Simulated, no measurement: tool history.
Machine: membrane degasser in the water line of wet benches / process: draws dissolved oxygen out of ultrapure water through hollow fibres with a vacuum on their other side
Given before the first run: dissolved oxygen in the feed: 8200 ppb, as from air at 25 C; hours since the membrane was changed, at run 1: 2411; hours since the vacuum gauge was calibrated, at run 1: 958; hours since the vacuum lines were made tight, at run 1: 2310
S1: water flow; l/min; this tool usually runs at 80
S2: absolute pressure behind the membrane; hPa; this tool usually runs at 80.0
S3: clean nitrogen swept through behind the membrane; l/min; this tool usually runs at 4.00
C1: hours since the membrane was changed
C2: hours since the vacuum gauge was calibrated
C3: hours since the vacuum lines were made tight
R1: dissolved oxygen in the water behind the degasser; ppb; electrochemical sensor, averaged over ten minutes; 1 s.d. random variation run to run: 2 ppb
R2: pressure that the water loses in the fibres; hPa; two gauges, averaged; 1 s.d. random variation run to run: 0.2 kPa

| run | hour | S1 | S2 | S3 | C1 | C2 | C3 | R1 | R2 |
|---|---|---|---|---|---|---|---|---|---|
| 1 | 0.0 | 80 | 80.0 | 4.00 | 2411 | 958 | 2310 | 217.2 | 452.9 |
| 2 | 36.3 | 80 | 80.0 | 4.00 | 2447 | 995 | 2346 | 215.9 | 450.2 |
| 3 | 120.1 | 80 | 80.0 | 4.00 | 2531 | 1078 | 2430 | 216.0 | 451.5 |
| 4 | 191.0 | 80 | 80.0 | 4.00 | 2602 | 1149 | 2501 | 215.0 | 451.6 |
| 5 | 270.4 | 80 | 80.0 | 4.00 | 2681 | 1229 | 2581 | 218.2 | 456.9 |
| 6 | 310.1 | 80 | 80.0 | 4.00 | 2721 | 1268 | 2620 | 216.3 | 454.5 |
| 7 | 388.1 | 80 | 55.9 | 4.00 | 2799 | 1346 | 2698 | 112.1 | 453.9 |
| 8 | 456.3 | 53 | 108.7 | 4.02 | 2867 | 1415 | 2766 | 231.3 | 299.7 |
|  | 460.6 | vacuum gauge calibrated |
| 9 | 514.3 | 55 | 80.0 | 4.00 | 2925 | 54 | 2824 | 154.0 | 310.7 |
| 10 | 593.8 | 60 | 167.5 | 2.21 | 3004 | 133 | 2903 | 744.6 | 344.1 |
| 11 | 655.3 | 105 | 57.0 | 4.00 | 3066 | 195 | 2965 | 160.3 | 597.2 |
|  | 662.7 | vacuum gauge calibrated, once more |
| 12 | 741.2 | 105 | 57.0 | 4.00 | 3151 | 79 | 3050 | 148.2 | 596.6 |

Predict each of these 3 candidate next runs independently; none follows another, all start after run 12:
| A | 824.6 | 95 | 57.0 | 4.00 | 3235 | 162 | 3134 | ? | ? |
| B | 824.6 | 126 | 80.0 | 5.13 | 3235 | 162 | 3134 | ? | ? |
| C | 824.6 | 105 | 55.0 | 2.00 | 3235 | 162 | 3134 | ? | ? |

| run | R1 | R2 |
|---|---|---|
| A | 134.3 | 536.4 |
| B | 267.7 | 705.2 |
| C | 229.3 | 594.4 |
With the hidden condition removed and each run's random variation left untouched, the same runs would have given:
| run | R1 | R2 |
|---|---|---|
| A | 133.9 | 527.0 |
| B | 266.0 | 692.8 |
| C | 229.1 | 584.0 |
